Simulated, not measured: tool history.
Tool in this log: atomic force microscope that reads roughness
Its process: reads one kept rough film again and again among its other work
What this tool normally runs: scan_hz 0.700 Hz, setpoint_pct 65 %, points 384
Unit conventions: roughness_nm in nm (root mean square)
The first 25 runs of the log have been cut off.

run	hour	scan_hz	setpoint_pct	points	pictures with this tip	hours of work since the height scale was calibrated	roughness_nm
26	213.6	1.454	69	861	31	26	0.523
27	219.8	1.145	69	371	44	30	0.519
28	230.4	3.614	81	378	67	36	0.457
29	240.9	3.614	81	378	89	43	0.454
30	246.5	0.939	57	263	101	46	0.514
31	255.3	0.939	76	407	120	52	0.513
32	265.2	0.673	70	280	141	58	0.512
33	275.2	3.986	63	731	162	64	0.499

Each row is a separate what-if for the run after 33, all from the same tool condition, not one after another. Results?
A	280.6	3.986	63	321	173	67	?
B	280.6	1.005	74	731	173	67	?
C	280.6	0.808	63	731	173	67	?
D	280.6	3.232	85	731	173	67	?
E	280.6	0.700	81	276	173	67	?

run	roughness_nm
A	0.490
B	0.516
C	0.525
D	0.451
E	0.500
Had the tool no hidden state, the same runs would have come out as:
run	roughness_nm
A	0.499
B	0.525
C	0.534
D	0.459
E	0.509
